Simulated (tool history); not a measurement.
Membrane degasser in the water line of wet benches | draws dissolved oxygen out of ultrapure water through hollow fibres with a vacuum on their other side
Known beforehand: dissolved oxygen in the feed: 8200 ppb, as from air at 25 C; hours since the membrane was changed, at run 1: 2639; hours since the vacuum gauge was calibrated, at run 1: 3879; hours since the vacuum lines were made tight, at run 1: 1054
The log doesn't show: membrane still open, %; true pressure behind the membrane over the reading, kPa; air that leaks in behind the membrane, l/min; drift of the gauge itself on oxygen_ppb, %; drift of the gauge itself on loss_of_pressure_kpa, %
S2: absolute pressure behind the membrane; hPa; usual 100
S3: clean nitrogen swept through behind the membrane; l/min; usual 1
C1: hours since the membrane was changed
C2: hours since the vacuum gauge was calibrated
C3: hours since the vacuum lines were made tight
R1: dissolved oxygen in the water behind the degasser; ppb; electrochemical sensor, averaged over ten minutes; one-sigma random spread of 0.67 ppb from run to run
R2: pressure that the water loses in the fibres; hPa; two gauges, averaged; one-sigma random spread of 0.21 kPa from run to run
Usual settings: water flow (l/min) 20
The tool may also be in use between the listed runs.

run 1 hour=0.0 | water_flow_(l/min)=20 S2=100 S3=1 | C1=2639 C2=3879 C3=1054 | R1=304.8 R2=486.4
-- hour=41.1 vacuum gauge calibrated
run 2 hour=73.9 | water_flow_(l/min)=20 S2=215 S3=1 | C1=2712 C2=33 C3=1127 | R1=753.2 R2=489.6
run 3 hour=141.4 | water_flow_(l/min)=20 S2=215 S3=1 | C1=2780 C2=100 C3=1195 | R1=755.1 R2=488.6
run 4 hour=206.6 | water_flow_(l/min)=20 S2=100 S3=1 | C1=2845 C2=166 C3=1260 | R1=296.2 R2=491.9
run 5 hour=257.3 | water_flow_(l/min)=20 S2=100 S3=1 | C1=2896 C2=216 C3=1311 | R1=297.4 R2=490.8
run 6 hour=289.0 | water_flow_(l/min)=12 S2=100 S3=1 | C1=2927 C2=248 C3=1342 | R1=187.9 R2=291.8
run 7 hour=344.5 | water_flow_(l/min)=12 S2=100 S3=1 | C1=2983 C2=303 C3=1398 | R1=188.0 R2=294.8
run 8 hour=384.5 | water_flow_(l/min)=12 S2=100 S3=1 | C1=3023 C2=343 C3=1438 | R1=188.3 R2=296.2
run 9 hour=423.0 | water_flow_(l/min)=12 S2=135 S3=1 | C1=3061 C2=382 C3=1476 | R1=281.4 R2=294.1
run 10 hour=475.7 | water_flow_(l/min)=16 S2=100 S3=1 | C1=3114 C2=435 C3=1529 | R1=243.7 R2=392.9
run 11 hour=525.8 | water_flow_(l/min)=20 S2=87 S3=1 | C1=3164 C2=485 C3=1579 | R1=242.9 R2=489.8
run 12 hour=586.1 | water_flow_(l/min)=20 S2=87 S3=1 | C1=3225 C2=545 C3=1639 | R1=242.3 R2=487.8
run 13 hour=629.9 | water_flow_(l/min)=20 S2=87 S3=1 | C1=3268 C2=589 C3=1683 | R1=243.3 R2=488.7
run 14 hour=699.8 | water_flow_(l/min)=20 S2=87 S3=1 | C1=3338 C2=659 C3=1753 | R1=243.3 R2=492.9
run 15 hour=733.3 | water_flow_(l/min)=20 S2=100 S3=1 | C1=3372 C2=692 C3=1787 | R1=297.5 R2=487.7
run 16 hour=797.0 | water_flow_(l/min)=20 S2=163 S3=1 | C1=3435 C2=756 C3=1850 | R1=555.7 R2=495.8

Predict the results of run 17:
run 17 hour=840.5 | water_flow_(l/min)=20 S2=163 S3=1 | C1=3479 C2=799 C3=1894 | R1=? R2=?

{"run 17": {"R1": 555.7, "R2": 489.7}}
With no hidden state in the tool, this same run would have given R1 552.6 ppb, R2 482.6 hPa.
